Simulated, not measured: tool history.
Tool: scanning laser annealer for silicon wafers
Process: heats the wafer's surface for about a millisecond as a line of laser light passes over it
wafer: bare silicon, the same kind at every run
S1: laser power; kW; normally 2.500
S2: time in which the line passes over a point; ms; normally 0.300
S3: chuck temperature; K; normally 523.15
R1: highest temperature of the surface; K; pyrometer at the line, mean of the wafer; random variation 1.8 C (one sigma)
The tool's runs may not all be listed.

run,hour,S1,S2,S3,R1
1,0.0,2.500,0.300,523.15,1228.15
2,18.6,2.500,0.300,523.15,1228.15
3,31.7,2.500,0.300,523.15,1231.15
4,47.0,2.541,0.300,523.15,1236.15
5,61.3,2.541,0.300,523.15,1237.15
6,72.2,2.541,0.300,523.15,1237.15
7,83.2,2.381,0.300,523.15,1194.15
8,95.3,2.500,0.369,523.15,1307.15
9,112.0,2.741,0.300,523.15,1290.15
10,130.2,2.500,0.300,523.15,1226.15
11,141.2,2.500,0.300,523.15,1228.15
12,155.4,2.500,0.300,523.15,1229.15
13,177.8,2.500,0.300,523.15,1224.15
14,195.2,2.500,0.300,523.15,1225.15
15,209.7,2.500,0.300,523.15,1224.15
16,223.7,2.500,0.300,523.15,1223.15
17,233.4,2.500,0.300,540.15,1243.15
18,250.4,2.129,0.300,540.15,1142.15
19,262.6,2.129,0.300,540.15,1142.15
# hour 271.8: window over the wafer cleaned
20,277.5,2.129,0.300,540.15,1131.15
21,300.3,2.500,0.300,503.15,1193.15
22,321.2,2.500,0.300,506.15,1198.15
23,333.4,2.454,0.300,529.15,1205.15
24,346.7,2.454,0.300,529.15,1205.15

Predict the results of run 25:
25,368.8,2.554,0.300,523.15,?

For run 25 the tool returned R1 1222.15 K.
With the hidden condition absent and the run-to-run variation left alone, this run would have shown R1 1262.15 K.
